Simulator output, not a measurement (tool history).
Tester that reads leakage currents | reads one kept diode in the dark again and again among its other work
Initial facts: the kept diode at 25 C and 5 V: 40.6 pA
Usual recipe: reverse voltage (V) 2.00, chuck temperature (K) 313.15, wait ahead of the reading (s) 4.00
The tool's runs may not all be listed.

run    hour  reverse voltage (V)  chuck temperature (K)  wait ahead of the reading (s)  current that the tester gives (pA)
  1     0.0                 2.00                 313.15                           4.00                               79.82
      293.5  -- probe card cleaned and baked
  2   293.5                 2.00                 313.15                           4.00                               80.13
  3   458.6                 2.00                 313.15                           4.00                               80.11
  4   589.4                 2.00                 313.15                           4.00                               79.97
  5   876.1                 2.00                 313.15                           4.00                               79.75
     1030.9  -- chuck's temperature calibrated
  6  1083.6                 2.00                 313.15                           4.00                               79.93
  7  1316.7                 1.62                 304.15                           0.94                               37.12
  8  1504.8                 5.17                 304.15                           8.18                               66.38
  9  1700.0                 8.04                 326.15                           0.41                              407.83
     1871.9  -- probe card cleaned and baked
 10  1941.3                14.24                 326.15                           3.87                              537.91
     2049.9  -- tester calibrated
 11  2128.9                 2.00                 313.15                           9.59                               79.60

Predict each of these 5 candidate next runs independently; none follows another, all start after run 11:
  A  2246.0                 1.58                 319.15                           6.28                                   ?
  B  2246.0                 3.23                 313.15                           9.59                                   ?
  C  2246.0                 7.31                 313.15                           9.59                                   ?
  D  2246.0                 2.00                 324.15                           0.44                                   ?
  E  2246.0                 2.00                 313.15                           1.88                                   ?

run  current that the tester gives (pA)
  A                              108.26
  B                              101.82
  C                              153.70
  D                              173.17
  E                               80.55
Without the tool's hidden state the same runs would have given:
run  current that the tester gives (pA)
  A                              108.17
  B                              101.73
  C                              153.54
  D                              173.04
  E                               80.47
